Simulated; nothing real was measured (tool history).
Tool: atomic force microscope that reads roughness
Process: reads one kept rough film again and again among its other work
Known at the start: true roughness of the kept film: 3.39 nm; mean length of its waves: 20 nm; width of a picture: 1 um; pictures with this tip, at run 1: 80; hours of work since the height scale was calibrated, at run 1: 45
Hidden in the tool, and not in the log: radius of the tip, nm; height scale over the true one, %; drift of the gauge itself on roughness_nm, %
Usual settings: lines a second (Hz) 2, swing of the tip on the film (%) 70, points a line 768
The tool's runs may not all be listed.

run   hour  lines a second (Hz)  swing of the tip on the film (%)  points a line  pictures with this tip  hours of work since the height scale was calibrated  roughness of the kept film (nm (root mean square))
  1      0                    2                                70            768                      80                                                   45                                               2.782
  2    4.1                    2                                70            768                      86                                                   47                                               2.785
  3   12.2                    2                                70            768                      97                                                   52                                               2.798
  4   16.7                 2.02                                70            768                     103                                                   55                                               2.766
  5   23.7                 2.02                                70            768                     112                                                   59                                               2.758
  6     28                    2                                70            768                     118                                                   61                                               2.789
  7   31.9                 3.43                                70            768                     123                                                   64                                               2.732
  8   37.1                    2                                70            768                     130                                                   67                                               2.799
  9     45                    2                                70            768                     141                                                   72                                                2.78
 10   50.1                    2                                70            553                     147                                                   75                                               2.773
 11   54.8                    2                                70            553                     154                                                   77                                                2.79
 12   63.1                    2                                70            553                     165                                                   82                                               2.759
 13   67.8                    2                                70            553                     171                                                   85                                               2.768
 14   71.7                    2                                70            768                     176                                                   87                                               2.792
 15     79                    2                                69            768                     186                                                   92                                               2.796
 16   83.5                    2                                69            768                     192                                                   94                                                2.77
 17   87.8                    2                                85            768                     198                                                   97                                               2.695
 18   92.2                    2                                70            768                     204                                                   99                                               2.761
 19  101.2                    2                                82            768                     216                                                  105                                               2.707
 20  108.5                    2                                70            768                     226                                                  109                                               2.781
 21  114.6                 2.07                                70            768                     234                                                  113                                               2.772
 22  120.6                 2.07                                70            768                     242                                                  116                                               2.794
 23    128                 1.31                                70            768                     252                                                  120                                               2.811
 24  136.8                 1.31                                70            768                     263                                                  126                                               2.815
 25  141.5                 1.31                                70            768                     270                                                  128                                               2.815
 26  146.8                 1.31                                70            768                     277                                                  132                                               2.817
       148  -- new tip fitted
 27  153.4                    2                                70            768                       7                                                  135                                               2.788
 28  161.2                    2                                70            768                      17                                                  140                                               2.792
 29  165.8                 2.13                                58            768                      24                                                  142                                               2.848
 30  169.8                 0.65                                70            480                      29                                                  145                                               2.855
 31  177.7                    2                                86            768                      40                                                  149                                               2.687
 32  182.2                    2                                86            768                      46                                                  152                                               2.673
 33  190.8                  3.5                                59            834                      57                                                  157                                               2.806
 34  195.3                  3.5                                59            834                      63                                                  160                                               2.806
 35    200                 1.66                                63            601                      69                                                  163                                               2.823
 36  205.4                 0.67                                85            448                      77                                                  166                                               2.804
 37  214.1                 0.67                                85            448                      88                                                  171                                               2.831
 38  220.4                 0.64                                80            428                      97                                                  175                                               2.804
 39  228.4                 0.64                                64            266                     107                                                  179                                               2.765
 40  233.4                 0.64                                66            919                     114                                                  182                                               2.867
 41  242.6                  1.1                                56            307                     126                                                  188                                                2.81
 42  250.4                 3.76                                70            768                     137                                                  192                                                2.71
 43  254.3                 3.76                                70            768                     142                                                  195                                               2.726
 44  261.3                 3.26                                70            306                     151                                                  199                                               2.661
 45  266.9                 3.26                                78            306                     159                                                  202                                                2.59
 46  275.9                 3.26                                78            306                     171                                                  207                                               2.586
 47  283.9                 1.71                                87            993                     182                                                  212                                               2.683
 48  289.5                 1.38                                69            331                     189                                                  215                                               2.767
 49  296.6                 1.38                                69            331                     199                                                  220                                               2.756
 50  301.1                 1.69                                70            303                     205                                                  222                                               2.743
 51  309.7                    2                                64            272                     216                                                  227                                               2.717
 52  315.5                 1.56                                79            426                     224                                                  231                                               2.736
 53  321.5                 1.56                                79            426                     232                                                  234                                               2.725

Hidden state at the last listed run before each entry between runs and at the first one after, where it differs:
Between runs 26 and 27: new tip fitted (hour 148)
  radius of the tip, nm: 5.2 -> 5
  measured less the result without the state, roughness of the kept film (nm (root mean square)): -0.013 -> -0.001
